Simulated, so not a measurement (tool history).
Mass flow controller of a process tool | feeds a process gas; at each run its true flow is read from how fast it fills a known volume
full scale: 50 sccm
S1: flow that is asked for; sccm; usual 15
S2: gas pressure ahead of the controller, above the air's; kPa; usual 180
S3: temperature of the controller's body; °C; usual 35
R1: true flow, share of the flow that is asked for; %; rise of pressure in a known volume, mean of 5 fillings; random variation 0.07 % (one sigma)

Run 1, hour 0: usual settings. Result: R1 97.6 %.
Run 2, hour 184.8: usual settings but S2 195 kPa. Result: R1 97.7 %.
Run 3, hour 312.7: usual settings but S2 195 kPa. Result: R1 97.59 %.
Run 4, hour 551: usual settings. Result: R1 97.76 %.
Run 5, hour 770.7: usual settings. Result: R1 97.87 %.
Run 6, hour 914.2: usual settings. Result: R1 97.71 %.
Run 7, hour 1053.2: usual settings. Result: R1 97.67 %.
Run 8, hour 1307.3: usual settings. Result: R1 97.76 %.
Run 9, hour 1449: usual settings. Result: R1 97.78 %.
Run 10, hour 1687.4: usual settings but S1 6 sccm, S3 27 °C. Result: R1 98.09 %.
Run 11, hour 1901.7: usual settings but S1 6 sccm, S2 242 kPa, S3 24 °C. Result: R1 98.38 %.
Run 12, hour 2059.1: usual settings but S1 11 sccm, S2 242 kPa, S3 22 °C. Result: R1 98.78 %.
Run 13, hour 2233.5: usual settings but S1 16 sccm, S2 264 kPa, S3 26 °C. Result: R1 98.78 %.
Run 14, hour 2352.7: usual settings but S1 16 sccm, S2 264 kPa, S3 26 °C. Result: R1 98.6 %.
Run 15, hour 2510.3: usual settings but S3 21 °C. Result: R1 98.9 %.
Run 16, hour 2758.8: usual settings but S3 21 °C. Result: R1 99.01 %.
Run 17, hour 2985.3: usual settings but S1 30 sccm, S2 271 kPa, S3 27 °C. Result: R1 99.21 %.

Forecast each of these 5 alternatives for the next run:
Run A, hour 3110.4: usual settings but S1 33 sccm, S2 234 kPa, S3 25 °C. Result: R1 ?.
Run B, hour 3110.4: usual settings but S1 18 sccm, S2 175 kPa. Result: R1 ?.
Run C, hour 3110.4: usual settings but S1 8 sccm, S3 38 °C. Result: R1 ?.
Run D, hour 3110.4: usual settings but S1 44 sccm, S2 271 kPa, S3 27 °C. Result: R1 ?.
Run E, hour 3110.4: usual settings but S1 30 sccm, S2 219 kPa, S3 27 °C. Result: R1 ?.

run     R1
  A  99.27
  B  97.76
  C  97.08
  D  99.65
  E  99.02
Without the tool's hidden state the same runs would have given:
run     R1
  A  99.28
  B  97.78
  C  97.11
  D  99.66
  E  99.03

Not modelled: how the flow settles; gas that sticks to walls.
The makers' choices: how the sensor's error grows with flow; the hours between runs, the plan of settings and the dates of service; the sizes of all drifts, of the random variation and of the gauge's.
